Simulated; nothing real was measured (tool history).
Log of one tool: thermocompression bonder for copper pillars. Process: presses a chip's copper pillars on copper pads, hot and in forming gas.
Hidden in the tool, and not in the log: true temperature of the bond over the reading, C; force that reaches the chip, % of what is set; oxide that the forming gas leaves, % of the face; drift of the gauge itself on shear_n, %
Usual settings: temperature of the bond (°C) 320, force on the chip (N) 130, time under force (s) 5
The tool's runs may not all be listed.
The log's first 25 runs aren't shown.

run,hour,temperature of the bond (°C),force on the chip (N),time under force (s),hours of work since the heater was calibrated,hours of work since the force cell was calibrated,hours of work since the gas filter was changed,force that shears a chip off (N)
26,277.4,320,164,6,339,725,138,48.2
27,286.0,335,182,5,342,729,142,53.8
28,296.0,321,139,5,347,733,146,40.3
29,307.1,315,175,14,352,738,151,64.9
30,319.1,320,108,3,357,743,156,26.5
31,330.2,310,108,13,361,748,161,43.2
32,345.0,348,130,11,368,754,167,60.3
33,354.7,297,130,5,372,758,171,30.8
34,366.9,329,120,6,377,763,176,40.7
35,377.5,301,98,13,382,768,181,37.6
36,392.8,334,181,9,388,775,188,64.6
37,401.6,295,105,9,392,778,191,32.3
38,416.9,299,86,9,399,785,198,28.4
39,426.9,299,86,9,403,789,202,27.9

Forecast each of these 5 alternatives for the next run:
A,437.4,299,149,12,407,794,207,?
B,437.4,292,86,9,407,794,207,?
C,437.4,316,92,3,407,794,207,?
D,437.4,291,100,6,407,794,207,?
E,437.4,299,140,9,407,794,207,?

run,force that shears a chip off (N)
A,48.9
B,26.3
C,21.9
D,24.9
E,41.8
Without the tool's hidden state the same runs would have given:
run,force that shears a chip off (N)
A,49.1
B,26.5
C,22.0
D,25.0
E,42.0
